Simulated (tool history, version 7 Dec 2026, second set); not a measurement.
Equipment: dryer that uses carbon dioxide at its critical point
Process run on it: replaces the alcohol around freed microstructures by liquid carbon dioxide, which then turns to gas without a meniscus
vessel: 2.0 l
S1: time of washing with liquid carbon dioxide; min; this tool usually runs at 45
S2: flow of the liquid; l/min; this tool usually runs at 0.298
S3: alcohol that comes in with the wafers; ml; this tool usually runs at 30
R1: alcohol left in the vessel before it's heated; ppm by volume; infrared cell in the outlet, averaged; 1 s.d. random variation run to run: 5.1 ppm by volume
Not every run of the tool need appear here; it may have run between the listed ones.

run,hour,S1,S2,S3,R1
1,0,45,0.298,30,115
2,12.6,45,0.298,30,120
3,28.1,45,0.298,30,132
4,42.3,45,0.298,30,134
5,53.9,45,0.298,30,142
6,68.5,45,0.403,23,85
7,77.5,48,0.209,45,435
8,85.5,48,0.297,45,142
9,94.1,48,0.297,45,148

Run 10 has not been measured yet. What should we expect?
10,105.6,45,0.298,37,?

{"run 10": {"R1": 158}}
If the tool had no hidden condition, the same run with the same run-to-run variation would have returned R1 66 ppm by volume.
